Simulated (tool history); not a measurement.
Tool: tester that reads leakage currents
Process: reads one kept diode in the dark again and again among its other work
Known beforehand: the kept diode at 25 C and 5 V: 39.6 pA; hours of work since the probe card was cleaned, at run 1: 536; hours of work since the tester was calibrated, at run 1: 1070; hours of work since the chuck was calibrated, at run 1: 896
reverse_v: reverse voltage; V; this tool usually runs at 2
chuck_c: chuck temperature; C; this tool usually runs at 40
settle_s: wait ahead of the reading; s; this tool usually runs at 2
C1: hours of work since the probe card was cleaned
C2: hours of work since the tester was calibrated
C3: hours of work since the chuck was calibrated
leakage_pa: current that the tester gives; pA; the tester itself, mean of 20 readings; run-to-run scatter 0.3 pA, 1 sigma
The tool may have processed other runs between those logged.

{"run": 1, "day": 0.0, "reverse_v": 2, "chuck_c": 40, "settle_s": 2, "C1": 536, "C2": 1070, "C3": 896, "leakage_pa": 93.55}
{"run": 2, "day": 1.196, "reverse_v": 14.73, "chuck_c": 40, "settle_s": 2, "C1": 549, "C2": 1083, "C3": 908, "leakage_pa": 192.83}
{"run": 3, "day": 2.733, "reverse_v": 14.73, "chuck_c": 40, "settle_s": 2, "C1": 566, "C2": 1099, "C3": 925, "leakage_pa": 192.82}
{"run": 4, "day": 4.1, "reverse_v": 14.73, "chuck_c": 40, "settle_s": 2, "C1": 580, "C2": 1114, "C3": 940, "leakage_pa": 193.56}
{"run": 5, "day": 5.979, "reverse_v": 14.73, "chuck_c": 40, "settle_s": 2, "C1": 601, "C2": 1134, "C3": 960, "leakage_pa": 192.33}
{"run": 6, "day": 7.792, "reverse_v": 14.73, "chuck_c": 40, "settle_s": 2, "C1": 620, "C2": 1154, "C3": 979, "leakage_pa": 193.7}
{"run": 7, "day": 9.204, "reverse_v": 2, "chuck_c": 40, "settle_s": 2, "C1": 635, "C2": 1169, "C3": 995, "leakage_pa": 93.12}
{"day": 9.442, "done": "tester calibrated"}
{"run": 8, "day": 11.288, "reverse_v": 2, "chuck_c": 40, "settle_s": 2, "C1": 657, "C2": 20, "C3": 1016, "leakage_pa": 93.31}
{"run": 9, "day": 12.854, "reverse_v": 2, "chuck_c": 29, "settle_s": 2, "C1": 674, "C2": 37, "C3": 1033, "leakage_pa": 38.1}
{"run": 10, "day": 14.392, "reverse_v": 2, "chuck_c": 40, "settle_s": 2, "C1": 690, "C2": 53, "C3": 1049, "leakage_pa": 93.73}
{"run": 11, "day": 15.262, "reverse_v": 13.94, "chuck_c": 40, "settle_s": 2, "C1": 699, "C2": 63, "C3": 1059, "leakage_pa": 187.11}
{"run": 12, "day": 16.492, "reverse_v": 13.94, "chuck_c": 40, "settle_s": 2, "C1": 713, "C2": 76, "C3": 1072, "leakage_pa": 189.44}
{"day": 17.338, "done": "tester calibrated, once more"}
{"run": 13, "day": 18.371, "reverse_v": 13.94, "chuck_c": 40, "settle_s": 2, "C1": 732, "C2": 11, "C3": 1091, "leakage_pa": 187.39}
{"run": 14, "day": 20.2, "reverse_v": 13.94, "chuck_c": 35, "settle_s": 0.57, "C1": 752, "C2": 31, "C3": 1111, "leakage_pa": 129.78}
{"run": 15, "day": 21.979, "reverse_v": 1.11, "chuck_c": 28, "settle_s": 0.57, "C1": 771, "C2": 50, "C3": 1130, "leakage_pa": 28.27}
{"run": 16, "day": 23.475, "reverse_v": 1.11, "chuck_c": 40, "settle_s": 0.57, "C1": 787, "C2": 66, "C3": 1146, "leakage_pa": 74.46}
{"run": 17, "day": 24.788, "reverse_v": 11.52, "chuck_c": 47, "settle_s": 2, "C1": 801, "C2": 80, "C3": 1160, "leakage_pa": 296.57}
{"run": 18, "day": 26.304, "reverse_v": 2.28, "chuck_c": 35, "settle_s": 2, "C1": 817, "C2": 96, "C3": 1177, "leakage_pa": 64.73}
{"run": 19, "day": 27.217, "reverse_v": 2.99, "chuck_c": 40, "settle_s": 2, "C1": 827, "C2": 106, "C3": 1186, "leakage_pa": 105.79}
{"run": 20, "day": 28.917, "reverse_v": 1.64, "chuck_c": 40, "settle_s": 0.5, "C1": 845, "C2": 124, "C3": 1205, "leakage_pa": 85.68}
{"run": 21, "day": 30.967, "reverse_v": 2.85, "chuck_c": 23, "settle_s": 1.69, "C1": 867, "C2": 146, "C3": 1227, "leakage_pa": 25.86}

The next listed run, before its measurement:
{"run": 22, "day": 31.883, "reverse_v": 2.85, "chuck_c": 52, "settle_s": 5.2, "C1": 877, "C2": 156, "C3": 1236, "leakage_pa": "?"}

{"run 22": {"leakage_pa": 257.45}}
Had the tool carried no hidden state, the very same run would have given leakage_pa 277.79 pA.

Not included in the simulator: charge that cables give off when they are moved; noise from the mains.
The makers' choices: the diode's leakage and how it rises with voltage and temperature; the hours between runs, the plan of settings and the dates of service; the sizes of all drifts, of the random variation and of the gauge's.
